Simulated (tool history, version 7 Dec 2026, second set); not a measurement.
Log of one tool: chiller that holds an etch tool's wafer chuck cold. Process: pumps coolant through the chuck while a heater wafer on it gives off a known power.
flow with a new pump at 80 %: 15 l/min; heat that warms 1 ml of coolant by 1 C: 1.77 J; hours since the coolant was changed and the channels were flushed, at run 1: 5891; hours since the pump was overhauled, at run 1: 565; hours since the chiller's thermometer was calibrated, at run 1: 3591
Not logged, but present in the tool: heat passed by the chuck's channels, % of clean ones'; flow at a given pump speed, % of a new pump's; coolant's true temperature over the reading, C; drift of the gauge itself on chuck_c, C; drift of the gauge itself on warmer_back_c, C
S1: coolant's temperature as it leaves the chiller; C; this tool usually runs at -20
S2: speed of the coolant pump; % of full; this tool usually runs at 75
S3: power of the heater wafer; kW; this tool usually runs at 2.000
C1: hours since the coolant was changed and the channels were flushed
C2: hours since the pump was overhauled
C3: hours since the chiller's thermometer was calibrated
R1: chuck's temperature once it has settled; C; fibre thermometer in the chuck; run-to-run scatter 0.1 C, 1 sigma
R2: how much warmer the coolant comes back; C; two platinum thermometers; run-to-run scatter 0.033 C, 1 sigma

run,hour,S1,S2,S3,C1,C2,C3,R1,R2
1,0.0,-20,75,2.000,5891,565,3591,0.0,4.94
2,38.7,-24,75,2.000,5930,603,3630,-3.9,4.91
3,83.0,-20,75,2.000,5974,648,3674,0.0,5.01
4,109.2,-20,75,2.000,6000,674,3701,0.4,4.96
5,147.2,-20,75,2.000,6038,712,3739,0.2,4.98
6,179.2,-28,75,2.000,6070,744,3771,-8.0,4.98
7,203.9,-20,75,2.000,6095,769,3795,0.2,4.93
8,244.1,-20,75,1.895,6135,809,3835,-0.7,4.68
9,274.4,-20,75,1.895,6166,839,3866,-0.8,4.69
10,314.5,-20,75,1.654,6206,879,3906,-3.2,4.05
11,350.9,-20,75,1.654,6242,916,3942,-3.3,4.06
12,382.5,-20,75,1.654,6274,947,3974,-3.4,4.10
13,418.4,-20,75,1.654,6309,983,4010,-3.2,4.06
14,461.1,-20,75,2.000,6352,1026,4052,0.4,5.00
15,487.1,-19,75,2.000,6378,1052,4078,1.3,5.00
16,526.2,-26,63,1.214,6417,1091,4117,-12.4,3.61
17,562.0,-11,63,1.214,6453,1127,4153,2.6,3.67
18,590.0,-13,76,1.234,6481,1155,4181,-0.7,3.06
19,627.2,-27,92,2.000,6518,1192,4218,-8.9,4.04
20,652.7,-10,77,2.000,6544,1217,4244,10.1,4.88
21,696.0,-10,77,2.000,6587,1261,4287,10.3,4.87
22,730.3,-14,69,2.000,6621,1295,4322,7.6,5.50
23,764.1,-26,79,1.115,6655,1329,4355,-15.1,2.65
24,797.4,-26,79,1.115,6688,1362,4389,-15.1,2.65
25,835.8,-26,79,1.115,6727,1401,4427,-15.2,2.65
26,868.8,-28,76,2.000,6760,1434,4460,-7.5,5.01
27,903.4,-28,76,2.000,6794,1468,4495,-7.5,4.96
28,938.1,-28,76,2.000,6829,1503,4529,-7.6,5.02
29,977.4,-28,76,2.000,6869,1542,4569,-7.7,4.98
30,1014.1,-22,79,1.785,6905,1579,4605,-4.0,4.31

Below are 5 alternative next runs, each starting from the tool's condition after run 30. Predict each:
A,1039.8,-24,91,2.533,6931,1605,4631,?,?
B,1039.8,-26,79,1.015,6931,1605,4631,?,?
C,1039.8,-16,75,2.000,6931,1605,4631,?,?
D,1039.8,-20,64,2.000,6931,1605,4631,?,?
E,1039.8,-18,95,2.000,6931,1605,4631,?,?

run,R1,R2
A,-0.3,5.32
B,-16.1,2.44
C,4.8,5.07
D,2.8,5.97
E,0.1,4.04
The same runs, with their run-to-run variation unchanged, on a tool lacking any hidden condition would have given:
run,R1,R2
A,-3.7,5.09
B,-17.3,2.33
C,1.8,4.85
D,-0.4,5.71
E,-2.5,3.86
